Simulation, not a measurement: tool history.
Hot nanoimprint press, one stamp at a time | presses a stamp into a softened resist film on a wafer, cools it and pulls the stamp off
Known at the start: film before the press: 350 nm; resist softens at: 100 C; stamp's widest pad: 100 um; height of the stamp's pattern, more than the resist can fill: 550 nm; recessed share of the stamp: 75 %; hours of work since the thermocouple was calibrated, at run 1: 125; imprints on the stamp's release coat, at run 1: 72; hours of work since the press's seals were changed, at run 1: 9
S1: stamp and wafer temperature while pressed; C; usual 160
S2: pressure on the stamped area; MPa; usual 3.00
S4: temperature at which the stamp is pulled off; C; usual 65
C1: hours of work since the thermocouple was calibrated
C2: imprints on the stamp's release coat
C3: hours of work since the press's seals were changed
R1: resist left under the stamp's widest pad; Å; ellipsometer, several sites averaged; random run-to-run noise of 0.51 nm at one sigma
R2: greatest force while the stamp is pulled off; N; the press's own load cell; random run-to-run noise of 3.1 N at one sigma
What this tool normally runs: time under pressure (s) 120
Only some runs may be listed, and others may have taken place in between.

run 1 hour=0.0 | S1=160 S2=3.00 time_under_pressure_(s)=120 S4=65 | C1=125 C2=72 C3=9 | R1=2033 R2=213
run 2 hour=10.7 | S1=156 S2=3.00 time_under_pressure_(s)=120 S4=65 | C1=129 C2=105 C3=14 | R1=2352 R2=209
run 3 hour=24.0 | S1=160 S2=3.75 time_under_pressure_(s)=120 S4=65 | C1=135 C2=147 C3=19 | R1=1815 R2=209
run 4 hour=34.0 | S1=160 S2=3.75 time_under_pressure_(s)=215 S4=65 | C1=139 C2=178 C3=23 | R1=1495 R2=215
run 5 hour=44.4 | S1=160 S2=3.00 time_under_pressure_(s)=120 S4=52 | C1=143 C2=211 C3=28 | R1=2027 R2=264
run 6 hour=58.6 | S1=160 S2=3.00 time_under_pressure_(s)=120 S4=65 | C1=149 C2=256 C3=34 | R1=2018 R2=217
run 7 hour=70.4 | S1=160 S2=3.00 time_under_pressure_(s)=120 S4=65 | C1=154 C2=293 C3=38 | R1=2019 R2=220
run 8 hour=81.6 | S1=160 S2=3.00 time_under_pressure_(s)=120 S4=65 | C1=159 C2=328 C3=43 | R1=2029 R2=225
run 9 hour=94.0 | S1=160 S2=3.06 time_under_pressure_(s)=120 S4=65 | C1=164 C2=367 C3=48 | R1=2018 R2=221
run 10 hour=103.1 | S1=160 S2=3.06 time_under_pressure_(s)=120 S4=65 | C1=167 C2=396 C3=52 | R1=1997 R2=222
run 11 hour=116.1 | S1=160 S2=3.00 time_under_pressure_(s)=120 S4=54 | C1=173 C2=436 C3=57 | R1=2025 R2=269
run 12 hour=126.0 | S1=167 S2=3.00 time_under_pressure_(s)=120 S4=65 | C1=177 C2=467 C3=61 | R1=1542 R2=227
run 13 hour=136.7 | S1=160 S2=3.00 time_under_pressure_(s)=83 S4=65 | C1=181 C2=501 C3=66 | R1=2237 R2=229
run 14 hour=149.0 | S1=169 S2=3.00 time_under_pressure_(s)=120 S4=65 | C1=186 C2=540 C3=71 | R1=1417 R2=225
run 15 hour=156.4 | S1=160 S2=3.00 time_under_pressure_(s)=106 S4=65 | C1=189 C2=563 C3=74 | R1=2088 R2=232
run 16 hour=169.4 | S1=163 S2=3.00 time_under_pressure_(s)=187 S4=65 | C1=195 C2=604 C3=79 | R1=1557 R2=250
run 17 hour=181.6 | S1=160 S2=4.36 time_under_pressure_(s)=120 S4=65 | C1=200 C2=642 C3=84 | R1=1663 R2=239
run 18 hour=187.8 | S1=160 S2=4.36 time_under_pressure_(s)=120 S4=65 | C1=202 C2=662 C3=87 | R1=1671 R2=242
run 19 hour=201.8 | S1=160 S2=1.95 time_under_pressure_(s)=120 S4=73 | C1=208 C2=706 C3=93 | R1=2433 R2=212
run 20 hour=212.1 | S1=160 S2=1.95 time_under_pressure_(s)=120 S4=73 | C1=212 C2=738 C3=97 | R1=2441 R2=209
run 21 hour=224.5 | S1=160 S2=1.95 time_under_pressure_(s)=120 S4=73 | C1=217 C2=777 C3=102 | R1=2432 R2=212
run 22 hour=235.4 | S1=160 S2=1.95 time_under_pressure_(s)=120 S4=73 | C1=222 C2=811 C3=106 | R1=2427 R2=213
run 23 hour=242.2 | S1=160 S2=2.59 time_under_pressure_(s)=97 S4=71 | C1=225 C2=833 C3=109 | R1=2284 R2=224
run 24 hour=255.4 | S1=160 S2=3.00 time_under_pressure_(s)=120 S4=50 | C1=230 C2=874 C3=115 | R1=2008 R2=320
run 25 hour=262.3 | S1=160 S2=3.00 time_under_pressure_(s)=120 S4=50 | C1=233 C2=896 C3=118 | R1=2003 R2=317
run 26 hour=273.4 | S1=160 S2=3.00 time_under_pressure_(s)=120 S4=50 | C1=238 C2=931 C3=122 | R1=2004 R2=331
run 27 hour=280.2 | S1=160 S2=3.00 time_under_pressure_(s)=120 S4=50 | C1=240 C2=952 C3=125 | R1=2014 R2=332
run 28 hour=290.8 | S1=160 S2=3.00 time_under_pressure_(s)=120 S4=50 | C1=245 C2=985 C3=129 | R1=2008 R2=328
run 29 hour=303.3 | S1=156 S2=3.21 time_under_pressure_(s)=120 S4=73 | C1=250 C2=1025 C3=134 | R1=2259 R2=229

4 options for the next run, each taken on its own from the tool as it stands now. Forecast them:
run A hour=309.4 | S1=158 S2=3.00 time_under_pressure_(s)=210 S4=65 | C1=252 C2=1044 C3=137 | R1=? R2=?
run B hour=309.4 | S1=160 S2=4.15 time_under_pressure_(s)=120 S4=65 | C1=252 C2=1044 C3=137 | R1=? R2=?
run C hour=309.4 | S1=160 S2=3.00 time_under_pressure_(s)=103 S4=65 | C1=252 C2=1044 C3=137 | R1=? R2=?
run D hour=309.4 | S1=156 S2=1.81 time_under_pressure_(s)=120 S4=53 | C1=252 C2=1044 C3=137 | R1=? R2=?

run=A R1=1841 R2=265
run=B R1=1697 R2=265
run=C R1=2092 R2=263
run=D R1=2778 R2=314
Without the tool's hidden state the same runs would have given:
run=A R1=1905 R2=205
run=B R1=1754 R2=205
run=C R1=2156 R2=203
run=D R1=2835 R2=242
